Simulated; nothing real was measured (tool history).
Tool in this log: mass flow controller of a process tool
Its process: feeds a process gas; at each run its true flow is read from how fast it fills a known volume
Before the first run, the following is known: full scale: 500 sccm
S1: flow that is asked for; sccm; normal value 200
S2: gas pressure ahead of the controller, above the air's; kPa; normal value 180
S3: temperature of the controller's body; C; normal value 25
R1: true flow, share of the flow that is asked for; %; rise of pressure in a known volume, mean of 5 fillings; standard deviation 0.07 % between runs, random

{"run": 1, "hour": 0.0, "S1": 200, "S2": 180, "S3": 25, "R1": 99.16}
{"run": 2, "hour": 173.5, "S1": 200, "S2": 180, "S3": 25, "R1": 99.27}
{"run": 3, "hour": 333.4, "S1": 200, "S2": 180, "S3": 25, "R1": 99.24}
{"run": 4, "hour": 445.8, "S1": 200, "S2": 223, "S3": 25, "R1": 99.0}
{"run": 5, "hour": 607.6, "S1": 200, "S2": 180, "S3": 25, "R1": 99.26}
{"run": 6, "hour": 770.4, "S1": 200, "S2": 180, "S3": 23, "R1": 99.45}
{"run": 7, "hour": 892.0, "S1": 81, "S2": 180, "S3": 25, "R1": 97.89}
{"run": 8, "hour": 1003.4, "S1": 81, "S2": 180, "S3": 25, "R1": 97.84}
{"run": 9, "hour": 1158.2, "S1": 81, "S2": 180, "S3": 25, "R1": 97.93}
{"run": 10, "hour": 1290.6, "S1": 81, "S2": 180, "S3": 25, "R1": 97.7}
{"run": 11, "hour": 1398.7, "S1": 81, "S2": 180, "S3": 25, "R1": 97.81}
{"run": 12, "hour": 1538.1, "S1": 200, "S2": 157, "S3": 25, "R1": 99.34}
{"run": 13, "hour": 1707.7, "S1": 200, "S2": 157, "S3": 25, "R1": 99.34}
{"run": 14, "hour": 1845.8, "S1": 59, "S2": 180, "S3": 28, "R1": 96.22}
{"run": 15, "hour": 1992.7, "S1": 112, "S2": 180, "S3": 28, "R1": 97.95}
{"run": 16, "hour": 2174.1, "S1": 112, "S2": 180, "S3": 28, "R1": 97.87}
{"run": 17, "hour": 2359.4, "S1": 182, "S2": 180, "S3": 22, "R1": 99.26}
{"run": 18, "hour": 2503.7, "S1": 162, "S2": 276, "S3": 33, "R1": 97.1}
{"run": 19, "hour": 2629.0, "S1": 73, "S2": 154, "S3": 33, "R1": 96.03}
{"run": 20, "hour": 2720.6, "S1": 200, "S2": 211, "S3": 29, "R1": 98.53}
{"run": 21, "hour": 2904.7, "S1": 53, "S2": 179, "S3": 38, "R1": 93.9}
{"run": 22, "hour": 3043.6, "S1": 500, "S2": 267, "S3": 39, "R1": 98.46}
{"run": 23, "hour": 3150.1, "S1": 178, "S2": 146, "S3": 34, "R1": 97.96}
{"run": 24, "hour": 3308.5, "S1": 60, "S2": 184, "S3": 25, "R1": 95.79}
{"run": 25, "hour": 3465.8, "S1": 60, "S2": 184, "S3": 25, "R1": 95.53}
{"run": 26, "hour": 3587.3, "S1": 60, "S2": 184, "S3": 25, "R1": 95.48}

Pick out some run-to-run changes in R1. Of each, how much would a tool without hidden state show as well, from the settings, what came in and chance, and how much is left for the hidden state and any gauge scatter not in both results compared?
The tool's hidden condition here consists of: flow at rest that the sensor doesn't see, % of full scale; true flow over the shown one, %; drift of the gauge itself on true_pct, %.
Run 20 -> 21: S1 200 -> 53, S2 211 -> 179, S3 29 -> 38. R1 -4.63 %: hidden state -3.28, all else -1.35.
Run 21 -> 22: S1 53 -> 500, S2 179 -> 267, S3 38 -> 39. R1 +4.56 %: hidden state +3.99, all else +0.57.
